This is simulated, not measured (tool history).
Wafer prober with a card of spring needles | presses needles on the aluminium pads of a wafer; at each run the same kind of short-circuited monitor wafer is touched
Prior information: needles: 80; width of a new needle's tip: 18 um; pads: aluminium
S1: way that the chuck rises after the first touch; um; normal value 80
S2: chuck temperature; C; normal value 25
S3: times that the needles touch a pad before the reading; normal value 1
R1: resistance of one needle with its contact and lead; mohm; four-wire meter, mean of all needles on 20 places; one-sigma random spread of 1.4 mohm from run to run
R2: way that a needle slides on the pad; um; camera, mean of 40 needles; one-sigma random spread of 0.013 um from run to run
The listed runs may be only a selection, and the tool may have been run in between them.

run	day	S1	S2	S3	R1	R2
1	0	80	25	1	159	12.02
2	0.625	80	25	1	162	12
3	1.521	80	25	1	161	12
4	2.412	80	25	1	160	11.98
5	2.962	98	25	1	138	14.73
6	3.483	98	25	1	150	14.73
7	4.088	80	25	1	161	11.98
8	4.525	80	25	1	162	12.19
9	5.325	80	25	1	163	12.18
10	5.896	77	99	1	174	11.73
11	6.892	75	76	2	156	11.39
12	7.438	82	76	2	152	12.47
13	8.05	70	50	2	143	10.62
14	8.912	80	69	1	137	12.15
15	9.646	80	69	1	165	12.15
16	10.367	80	69	1	167	12.13
17	10.833	80	69	1	156	12.14
18	11.542	80	46	1	144	12.16

Missing from the log above: 15 entries noted between runs. For each, name the pair of listed runs it sits between and say how the tool's hidden condition differs from the listed run just before to the listed run just after:
Run 1 -> run 2: tips cleaned on abrasive film (day 0.3)
  debris on the tips, nm: 125.7 -> 118.1; way that the needles fall short of the set height, um: 1.14 -> 1.2; tips' diameter, um: 18.4 -> 18.42
  measured result minus the result with no hidden state, R1: +31 -> +30 mohm; R2: -0.18 -> -0.18 um
Run 2 -> run 3: tips cleaned on abrasive film (day 1.15)
  debris on the tips, nm: 118.1 -> 124.1; way that the needles fall short of the set height, um: 1.2 -> 1.26; tips' diameter, um: 18.42 -> 18.44
  measured result minus the result with no hidden state, R1: +30 -> +31 mohm; R2: -0.18 -> -0.19 um
Run 3 -> run 4: tips cleaned on abrasive film (day 2.012)
  debris on the tips, nm: 124.1 -> 127.7; way that the needles fall short of the set height, um: 1.26 -> 1.3; tips' diameter, um: 18.44 -> 18.46
  measured result minus the result with no hidden state, R1: +31 -> +32 mohm; R2: -0.19 -> -0.2 um
Run 4 -> run 5: tips cleaned on abrasive film (day 2.879)
  debris on the tips, nm: 127.7 -> 65.8; way that the needles fall short of the set height, um: 1.3 -> 1.36; tips' diameter, um: 18.46 -> 18.48
  measured result minus the result with no hidden state, R1: +32 -> +11 mohm; R2: -0.2 -> -0.21 um
Run 6 -> run 7: tips cleaned on abrasive film (day 3.75)
  debris on the tips, nm: 134.8 -> 122.4; way that the needles fall short of the set height, um: 1.36 -> 1.41; tips' diameter, um: 18.48 -> 18.49
  measured result minus the result with no hidden state, R1: +23 -> +31 mohm; R2: -0.21 -> -0.22 um
Run 7 -> run 8: height of the first contact set anew (day 4.446)
  debris on the tips, nm: 122.4 -> 136.6; way that the needles fall short of the set height, um: 1.41 -> 0
  measured result minus the result with no hidden state, R1: +31 -> +33 mohm; R2: -0.22 -> +0 um
Run 8 -> run 9: tips cleaned on abrasive film (day 4.6)
  debris on the tips, nm: 136.6 -> 136; way that the needles fall short of the set height, um: 0 -> 0.05; tips' diameter, um: 18.49 -> 18.51
  measured result minus the result with no hidden state, R1: +33 -> +33 mohm; R2: +0 -> +0 um
Run 9 -> run 10: tips cleaned on abrasive film (day 5.454)
  debris on the tips, nm: 136 -> 128.7; way that the needles fall short of the set height, um: 0.05 -> 0.1; tips' diameter, um: 18.51 -> 18.53
  measured result minus the result with no hidden state, R1: +33 -> +30 mohm; R2: +0 -> -0.01 um
Run 10 -> run 11: tips cleaned on abrasive film (day 6.338)
  debris on the tips, nm: 128.7 -> 134.1; way that the needles fall short of the set height, um: 0.1 -> 0.16; tips' diameter, um: 18.53 -> 18.55
  measured result minus the result with no hidden state, R1: +30 -> +20 mohm; R2: -0.01 -> -0.03 um
Run 11 -> run 12: tips cleaned on abrasive film (day 7.162)
  debris on the tips, nm: 134.1 -> 116.2; way that the needles fall short of the set height, um: 0.16 -> 0.21; tips' diameter, um: 18.55 -> 18.57
  measured result minus the result with no hidden state, R1: +20 -> +15 mohm; R2: -0.03 -> -0.03 um
Run 12 -> run 13: tips cleaned on abrasive film (day 8.017)
  debris on the tips, nm: 116.2 -> 35.5; way that the needles fall short of the set height, um: 0.21 -> 0.26; tips' diameter, um: 18.57 -> 18.58
  measured result minus the result with no hidden state, R1: +15 -> +7 mohm; R2: -0.03 -> -0.04 um
Run 13 -> run 14: tips cleaned on abrasive film (day 8.912)
  debris on the tips, nm: 35.5 -> 13.6; way that the needles fall short of the set height, um: 0.26 -> 0.32; tips' diameter, um: 18.58 -> 18.61
  measured result minus the result with no hidden state, R1: +7 -> +4 mohm; R2: -0.04 -> -0.04 um
Run 15 -> run 16: tips cleaned on abrasive film (day 9.8)
  debris on the tips, nm: 136.8 -> 133.5; way that the needles fall short of the set height, um: 0.32 -> 0.36; tips' diameter, um: 18.61 -> 18.62
  measured result minus the result with no hidden state, R1: +31 -> +31 mohm; R2: -0.05 -> -0.06 um
Run 16 -> run 17: tips cleaned on abrasive film (day 10.629)
  debris on the tips, nm: 133.5 -> 97.2; way that the needles fall short of the set height, um: 0.36 -> 0.43; tips' diameter, um: 18.62 -> 18.64
  measured result minus the result with no hidden state, R1: +31 -> +22 mohm; R2: -0.06 -> -0.06 um
Run 17 -> run 18: tips cleaned on abrasive film (day 11.467)
  debris on the tips, nm: 97.2 -> 52.8; way that the needles fall short of the set height, um: 0.43 -> 0.49; tips' diameter, um: 18.64 -> 18.67
  measured result minus the result with no hidden state, R1: +22 -> +13 mohm; R2: -0.06 -> -0.07 um
